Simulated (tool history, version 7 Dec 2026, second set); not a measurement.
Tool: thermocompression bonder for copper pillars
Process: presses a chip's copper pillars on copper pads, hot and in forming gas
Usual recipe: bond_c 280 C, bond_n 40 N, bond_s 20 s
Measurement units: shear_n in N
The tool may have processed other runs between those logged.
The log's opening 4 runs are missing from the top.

run	hour	bond_c	bond_n	bond_s	shear_n
5	38.2	280	40	20	93.9
6	46.6	280	29	20	83
7	62.5	280	40	32	106.8
8	79	280	40	32	106.2
9	88.8	280	40	32	103.7
10	103.5	280	40	20	92.6
11	118.3	280	40	20	93.1
12	132.4	280	40	20	93.1
13	142.2	280	40	20	92.6
14	149.8	280	40	20	91.1
15	162.2	280	40	57	113.6
16	172.8	280	40	57	115.8
17	181.1	280	40	57	117.6
18	195.2	280	46	57	118.7
19	210.2	280	46	57	120.3
20	218.3	280	46	57	119.2
21	230	280	46	22	96.8
22	238.5	280	46	22	97.9
23	248.2	279	41	22	93.5
24	256.3	290	34	22	96.6
25	269	304	30	28	104.7
26	281.2	269	30	12	60.3
27	296.4	288	40	19	94.7
28	310.4	280	49	39	114

Run 29 is up next; what results do you expect?
29	326.3	294	40	52	?

shear_n: 118 N
Were there no unlogged condition in the tool, this run, its random variation unchanged, would have produced shear_n 127.4 N.
